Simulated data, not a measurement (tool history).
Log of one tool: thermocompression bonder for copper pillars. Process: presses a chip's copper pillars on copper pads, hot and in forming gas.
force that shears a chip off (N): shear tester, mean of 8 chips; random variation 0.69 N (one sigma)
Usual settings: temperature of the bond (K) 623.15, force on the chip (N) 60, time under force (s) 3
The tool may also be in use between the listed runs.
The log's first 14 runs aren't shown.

run,hour,temperature of the bond (K),force on the chip (N),time under force (s),force that shears a chip off (N)
15,700.7,623.15,36,3,35.5
16,749.9,623.15,60,3,53.5
17,809.2,623.15,51,3,47.1
18,869.4,623.15,51,3,47.3
19,917.8,623.15,51,3,46.4
20,965.5,623.15,60,5,61.4
# hour 1013.7: forming gas filter changed
21,1020,623.15,56,3,54.4
22,1083.3,621.15,56,4,59.3
23,1140.2,621.15,60,4,60.1
24,1195.7,621.15,41,7,54.5
25,1240.9,647.15,37,2,39.5
26,1280.9,648.15,59,3,65.8
27,1349.2,648.15,59,3,63.6
28,1380.7,623.15,60,9,74.4
29,1421.2,646.15,44,7,67.3
30,1484,628.15,44,2,37.9

Run 31 comes next. What will it give?
# hour 1507.7: forming gas filter changed
31,1524.3,623.15,60,3,?

force that shears a chip off (N): 60.2
Without the tool's hidden state the same run would have given force that shears a chip off (N) 54.4.
